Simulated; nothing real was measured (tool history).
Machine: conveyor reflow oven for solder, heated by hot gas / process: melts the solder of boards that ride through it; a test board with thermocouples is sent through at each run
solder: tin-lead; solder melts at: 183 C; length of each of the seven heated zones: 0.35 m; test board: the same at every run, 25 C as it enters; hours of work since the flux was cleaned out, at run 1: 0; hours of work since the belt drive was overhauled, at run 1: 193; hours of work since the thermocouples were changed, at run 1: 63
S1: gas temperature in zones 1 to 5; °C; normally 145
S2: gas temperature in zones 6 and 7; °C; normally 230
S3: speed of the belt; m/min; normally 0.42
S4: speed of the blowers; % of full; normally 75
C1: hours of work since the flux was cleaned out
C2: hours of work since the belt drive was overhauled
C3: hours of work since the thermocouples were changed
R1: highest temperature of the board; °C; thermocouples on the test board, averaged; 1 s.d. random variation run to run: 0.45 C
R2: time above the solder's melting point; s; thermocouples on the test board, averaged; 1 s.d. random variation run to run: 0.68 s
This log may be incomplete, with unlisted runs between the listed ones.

run     day   S1   S2     S3  S4   C1   C2    C3     R1     R2
  1       0  145  230   0.42  75    0  193    63  215.8     76
  2   1.858  145  230   0.42  75   27  220    90  214.6   76.8
  3   4.938  145  230   0.42  75   72  265   135  214.3   74.8
  4   7.404  145  230   0.42  75  108  301   171  213.9   75.8
  5   9.929  145  230   0.42  75  145  338   208  213.3   75.5
  6  13.454  145  230   0.42  75  197  390   259  213.3   74.1
  7  16.029  145  230   0.42  75  234  427   297  211.9   73.6
  8  19.283  145  230   0.42  75  282  475   344    212   74.5
  9  22.096  145  230   0.42  75  323  516   386  212.9   73.5
     25.025  -- flux residue cleaned out of gas plates and filters
 10  25.333  145  230   0.42  75    5  560   430  212.1   73.7
 11  28.288  145  230  0.484  75   48  603   473  206.8   56.1
 12  31.829  145  230  0.484  75   99  655   525    206   55.2
 13  34.833  145  230  0.484  75  143  699   569    207   54.7
 14  38.483  145  238   0.42  75  197  752   622  216.9   78.3
 15  40.942  145  230   0.42  75  233  788   658  210.1   68.5
     41.958  -- flux residue cleaned out of gas plates and filters, once more
 16  43.204  145  236   0.42  71   18  818   688  218.6   80.6
 17  46.825  139  238  0.409  75   71  871   741  220.9   81.6
         48  -- belt drive overhauled, speed set with a stopwatch
 18  48.796  152  242  0.465  80   97   12   767  221.8   76.7
 19  51.833  152  242  0.465  80  142   56   812  221.7   78.1
 20  53.504  152  242  0.465  80  166   80   836  221.7   77.7
 21  55.358  152  242  0.465  80  193  108   863  221.1   78.5
 22  57.954  152  242  0.465  80  231  145   901  220.8   76.9
 23   61.45  156  244  0.355  67  282  197   952    230  113.2
 24  65.146  153  222  0.384  51  336  251  1006  203.2   70.5
     67.112  -- flux residue cleaned out of gas plates and filters
 25  67.229  153  222  0.384  51    2  278  1034  203.9   73.3
 26  70.046  153  222  0.384  51   43  319  1075  203.6   73.1
 27  71.721  133  237  0.442  76   67  344  1099  214.8   67.4
 28  74.767  133  237  0.442  76  112  388  1144  215.3   65.8
 29  77.171  145  218   0.42  75  147  423  1179  201.8   59.7
 30  80.375  158  218  0.358  79  194  470  1226  207.7   93.1

For each entry between runs, how does the tool's hidden state at the last listed run before it compare with that at the first listed run after it?
Runs 9 to 10: flux residue cleaned out of gas plates and filters (day 25.025)
  heat that the gas passes to the board, % of a clean oven's: 91.5 -> 89.3; belt's true speed, % of the reading: 98.9 -> 98.8; true gas temperature in zones 6 and 7 over the reading, C: -0.6 -> -0.69
  measured minus no-state result, R1: -2.3 -> -2.8 °C; R2: -2.3 -> -3.1 s
Runs 15 to 16: flux residue cleaned out of gas plates and filters, once more (day 41.958)
  heat that the gas passes to the board, % of a clean oven's: 84.2 -> 99.2; belt's true speed, % of the reading: 98.28 -> 98.2; true gas temperature in zones 6 and 7 over the reading, C: -1.17 -> -1.23
  measured minus no-state result, R1: -4.5 -> -0.7 °C; R2: -5.2 -> +0.9 s
Runs 17 to 18: belt drive overhauled, speed set with a stopwatch (day 48)
  heat that the gas passes to the board, % of a clean oven's: 98 -> 97.2; belt's true speed, % of the reading: 98.09 -> 100.01; true gas temperature in zones 6 and 7 over the reading, C: -1.34 -> -1.4
  measured minus no-state result, R1: -1 -> -1.9 °C; R2: +0.7 -> -1.5 s
Runs 24 to 25: flux residue cleaned out of gas plates and filters (day 67.112)
  heat that the gas passes to the board, % of a clean oven's: 91.4 -> 99.4; belt's true speed, % of the reading: 99.48 -> 99.42; true gas temperature in zones 6 and 7 over the reading, C: -1.89 -> -1.96
  measured minus no-state result, R1: -2.7 -> -1.6 °C; R2: -5.2 -> -2 s
